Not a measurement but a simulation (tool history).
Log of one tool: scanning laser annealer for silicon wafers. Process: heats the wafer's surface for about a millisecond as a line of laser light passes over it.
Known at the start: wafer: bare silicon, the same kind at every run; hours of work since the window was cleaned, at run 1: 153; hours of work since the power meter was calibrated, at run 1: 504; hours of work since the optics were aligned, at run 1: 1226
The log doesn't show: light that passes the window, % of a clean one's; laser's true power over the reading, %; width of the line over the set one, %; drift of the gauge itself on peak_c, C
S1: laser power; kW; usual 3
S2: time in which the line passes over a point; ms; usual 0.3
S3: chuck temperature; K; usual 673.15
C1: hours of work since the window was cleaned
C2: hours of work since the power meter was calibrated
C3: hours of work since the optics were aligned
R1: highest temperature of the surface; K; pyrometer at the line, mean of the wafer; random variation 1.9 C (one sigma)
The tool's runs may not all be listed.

{"run": 1, "day": 0.0, "S1": 3, "S2": 0.3, "S3": 673.15, "C1": 153, "C2": 504, "C3": 1226, "R1": 1469.15}
{"run": 2, "day": 1.1, "S1": 3, "S2": 0.3, "S3": 673.15, "C1": 164, "C2": 516, "C3": 1238, "R1": 1468.15}
{"run": 3, "day": 2.375, "S1": 3, "S2": 0.3, "S3": 673.15, "C1": 178, "C2": 530, "C3": 1252, "R1": 1471.15}
{"run": 4, "day": 3.262, "S1": 3, "S2": 0.3, "S3": 673.15, "C1": 187, "C2": 539, "C3": 1261, "R1": 1467.15}
{"run": 5, "day": 3.979, "S1": 3, "S2": 0.3, "S3": 673.15, "C1": 195, "C2": 547, "C3": 1269, "R1": 1464.15}
{"run": 6, "day": 5.425, "S1": 3, "S2": 0.3, "S3": 673.15, "C1": 210, "C2": 562, "C3": 1284, "R1": 1467.15}
{"day": 5.604, "done": "window over the wafer cleaned"}
{"run": 7, "day": 7.167, "S1": 3, "S2": 0.3, "S3": 673.15, "C1": 17, "C2": 580, "C3": 1302, "R1": 1465.15}
{"day": 8.625, "done": "window over the wafer cleaned, once more"}
{"run": 8, "day": 8.704, "S1": 2.855, "S2": 0.3, "S3": 673.15, "C1": 1, "C2": 595, "C3": 1317, "R1": 1430.15}
{"run": 9, "day": 9.858, "S1": 2.855, "S2": 0.3, "S3": 673.15, "C1": 13, "C2": 607, "C3": 1330, "R1": 1431.15}
{"run": 10, "day": 11.525, "S1": 2.855, "S2": 0.3, "S3": 673.15, "C1": 31, "C2": 625, "C3": 1347, "R1": 1429.15}
{"run": 11, "day": 12.7, "S1": 2.855, "S2": 0.3, "S3": 673.15, "C1": 43, "C2": 638, "C3": 1360, "R1": 1429.15}
{"run": 12, "day": 14.417, "S1": 2.855, "S2": 0.3, "S3": 673.15, "C1": 62, "C2": 656, "C3": 1378, "R1": 1429.15}
{"run": 13, "day": 16.038, "S1": 3.049, "S2": 0.3, "S3": 634.15, "C1": 79, "C2": 673, "C3": 1395, "R1": 1437.15}
{"run": 14, "day": 17.167, "S1": 3.049, "S2": 0.33, "S3": 700.15, "C1": 91, "C2": 685, "C3": 1407, "R1": 1540.15}
{"run": 15, "day": 18.9, "S1": 3.049, "S2": 0.33, "S3": 700.15, "C1": 109, "C2": 704, "C3": 1426, "R1": 1541.15}

Forecast each of these 3 alternatives for the next run:
{"run": "A", "day": 19.779, "S1": 3, "S2": 0.3, "S3": 666.15, "C1": 119, "C2": 713, "C3": 1435, "R1": "?"}
{"run": "B", "day": 19.779, "S1": 2.772, "S2": 0.3, "S3": 673.15, "C1": 119, "C2": 713, "C3": 1435, "R1": "?"}
{"run": "C", "day": 19.779, "S1": 2.559, "S2": 0.3, "S3": 712.15, "C1": 119, "C2": 713, "C3": 1435, "R1": "?"}

run=A R1=1460.15
run=B R1=1406.15
run=C R1=1391.15
Without the tool's hidden state the same runs would have given:
run=A R1=1481.15
run=B R1=1426.15
run=C R1=1410.15

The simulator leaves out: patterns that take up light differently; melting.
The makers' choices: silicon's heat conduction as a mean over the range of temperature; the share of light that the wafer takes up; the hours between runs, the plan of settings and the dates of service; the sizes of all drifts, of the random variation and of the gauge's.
